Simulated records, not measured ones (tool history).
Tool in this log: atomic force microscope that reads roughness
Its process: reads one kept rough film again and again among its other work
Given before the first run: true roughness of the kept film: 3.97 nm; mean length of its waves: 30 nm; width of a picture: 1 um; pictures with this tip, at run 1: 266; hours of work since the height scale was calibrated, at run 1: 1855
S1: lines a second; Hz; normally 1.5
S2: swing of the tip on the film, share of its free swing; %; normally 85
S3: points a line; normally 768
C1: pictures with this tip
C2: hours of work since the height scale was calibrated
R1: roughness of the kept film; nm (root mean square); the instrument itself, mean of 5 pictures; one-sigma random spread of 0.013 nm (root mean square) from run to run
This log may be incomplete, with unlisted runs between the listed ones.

run 1 hour=0 | S1=1.5 S2=85 S3=768 | C1=266 C2=1855 | R1=2.589
-- hour=31.4 new tip fitted
run 2 hour=66 | S1=1.5 S2=85 S3=768 | C1=50 C2=1890 | R1=2.841
run 3 hour=104.2 | S1=1.5 S2=85 S3=768 | C1=106 C2=1910 | R1=2.772
run 4 hour=156.4 | S1=1.5 S2=85 S3=768 | C1=182 C2=1937 | R1=2.652
run 5 hour=216.8 | S1=1.5 S2=85 S3=768 | C1=270 C2=1969 | R1=2.575
-- hour=248.5 new tip fitted
run 6 hour=259.6 | S1=1.5 S2=85 S3=768 | C1=16 C2=1992 | R1=2.866
run 7 hour=339.8 | S1=1.5 S2=85 S3=768 | C1=133 C2=2034 | R1=2.738
-- hour=350.1 height scale calibrated on a step standard
run 8 hour=424.2 | S1=1.5 S2=85 S3=768 | C1=254 C2=39 | R1=2.668
-- hour=465.7 new tip fitted
run 9 hour=465.7 | S1=1.5 S2=85 S3=768 | C1=0 C2=61 | R1=2.98
run 10 hour=504.2 | S1=2.57 S2=85 S3=768 | C1=56 C2=81 | R1=2.626
run 11 hour=565.4 | S1=1.5 S2=85 S3=482 | C1=145 C2=114 | R1=2.786
run 12 hour=630.3 | S1=1.5 S2=85 S3=482 | C1=239 C2=148 | R1=2.675
-- hour=682.1 new tip fitted
run 13 hour=685.9 | S1=1.5 S2=79 S3=768 | C1=5 C2=177 | R1=3.065
run 14 hour=741.4 | S1=0.92 S2=85 S3=768 | C1=86 C2=207 | R1=3.031
run 15 hour=793.1 | S1=0.92 S2=85 S3=768 | C1=161 C2=234 | R1=2.944
run 16 hour=839.8 | S1=1.5 S2=76 S3=768 | C1=229 C2=259 | R1=2.847
run 17 hour=885.5 | S1=0.56 S2=85 S3=768 | C1=295 C2=283 | R1=2.893
-- hour=901.5 new tip fitted
run 18 hour=962.5 | S1=0.56 S2=85 S3=768 | C1=89 C2=323 | R1=3.151
run 19 hour=1031.2 | S1=0.56 S2=85 S3=768 | C1=188 C2=360 | R1=2.997
run 20 hour=1081.3 | S1=0.56 S2=85 S3=768 | C1=261 C2=386 | R1=2.922
-- hour=1116.3 new tip fitted
run 21 hour=1137.3 | S1=0.56 S2=85 S3=768 | C1=31 C2=416 | R1=3.212
run 22 hour=1179.6 | S1=0.56 S2=85 S3=768 | C1=92 C2=438 | R1=3.133
run 23 hour=1226.5 | S1=0.56 S2=85 S3=768 | C1=160 C2=463 | R1=3.059
run 24 hour=1312.8 | S1=0.56 S2=85 S3=768 | C1=286 C2=509 | R1=2.888
-- hour=1335.1 new tip fitted
run 25 hour=1384.4 | S1=1.5 S2=57 S3=768 | C1=72 C2=546 | R1=3.26
run 26 hour=1429.5 | S1=1.5 S2=57 S3=768 | C1=138 C2=570 | R1=3.179
run 27 hour=1473.6 | S1=1.27 S2=76 S3=1020 | C1=202 C2=593 | R1=2.893
run 28 hour=1526.6 | S1=0.72 S2=76 S3=1020 | C1=279 C2=621 | R1=2.959
-- hour=1555 new tip fitted
run 29 hour=1569.8 | S1=0.72 S2=85 S3=297 | C1=22 C2=644 | R1=3.122
run 30 hour=1617.1 | S1=1.5 S2=66 S3=603 | C1=90 C2=669 | R1=3.132
run 31 hour=1701.9 | S1=1.5 S2=66 S3=603 | C1=214 C2=714 | R1=2.967
run 32 hour=1760.1 | S1=1.5 S2=66 S3=603 | C1=298 C2=745 | R1=2.88
-- hour=1771.9 new tip fitted
run 33 hour=1818.6 | S1=3.27 S2=69 S3=768 | C1=67 C2=776 | R1=2.839
run 34 hour=1875.7 | S1=3.27 S2=69 S3=768 | C1=150 C2=806 | R1=2.745
run 35 hour=1947.1 | S1=3.27 S2=69 S3=768 | C1=254 C2=844 | R1=2.644
-- hour=1988.4 new tip fitted
run 36 hour=1988.4 | S1=0.85 S2=85 S3=265 | C1=0 C2=865 | R1=3.105
run 37 hour=2037.1 | S1=2.05 S2=85 S3=329 | C1=71 C2=891 | R1=2.663
run 38 hour=2098.4 | S1=2.05 S2=85 S3=329 | C1=160 C2=923 | R1=2.574
run 39 hour=2155 | S1=2.95 S2=70 S3=329 | C1=242 C2=953 | R1=2.692
-- hour=2202.5 new tip fitted
run 40 hour=2202.5 | S1=2.95 S2=70 S3=329 | C1=0 C2=978 | R1=2.976
run 41 hour=2280.1 | S1=1.5 S2=82 S3=768 | C1=112 C2=1019 | R1=2.86
run 42 hour=2348.1 | S1=0.93 S2=82 S3=568 | C1=211 C2=1055 | R1=2.891
run 43 hour=2392.4 | S1=2.58 S2=58 S3=276 | C1=276 C2=1079 | R1=2.864
-- hour=2423.2 new tip fitted
run 44 hour=2444.5 | S1=1.5 S2=89 S3=873 | C1=30 C2=1106 | R1=2.804
run 45 hour=2487.6 | S1=1.5 S2=89 S3=873 | C1=93 C2=1129 | R1=2.717
run 46 hour=2547.9 | S1=0.54 S2=87 S3=322 | C1=181 C2=1161 | R1=2.966
run 47 hour=2585.8 | S1=1.22 S2=83 S3=855 | C1=236 C2=1181 | R1=2.758
run 48 hour=2636.2 | S1=2.25 S2=83 S3=855 | C1=309 C2=1208 | R1=2.419
-- hour=2640.8 new tip fitted
run 49 hour=2722.8 | S1=1.93 S2=85 S3=768 | C1=119 C2=1253 | R1=2.638
run 50 hour=2794.7 | S1=1.93 S2=85 S3=768 | C1=224 C2=1291 | R1=2.541
-- hour=2855.6 new tip fitted
run 51 hour=2876 | S1=1.5 S2=85 S3=319 | C1=30 C2=1334 | R1=2.87

Forecast each of these 4 alternatives for the next run:
run A hour=2950.7 | S1=1.5 S2=60 S3=1008 | C1=139 C2=1374 | R1=?
run B hour=2950.7 | S1=3.24 S2=85 S3=821 | C1=139 C2=1374 | R1=?
run C hour=2950.7 | S1=0.72 S2=56 S3=319 | C1=139 C2=1374 | R1=?
run D hour=2950.7 | S1=0.69 S2=78 S3=827 | C1=139 C2=1374 | R1=?

run=A R1=3.143
run=B R1=2.35
run=C R1=3.199
run=D R1=3.106
The same runs, with their run-to-run variation unchanged, on a tool lacking any hidden condition would have given:
run=A R1=3.384
run=B R1=2.531
run=C R1=3.445
run=D R1=3.346

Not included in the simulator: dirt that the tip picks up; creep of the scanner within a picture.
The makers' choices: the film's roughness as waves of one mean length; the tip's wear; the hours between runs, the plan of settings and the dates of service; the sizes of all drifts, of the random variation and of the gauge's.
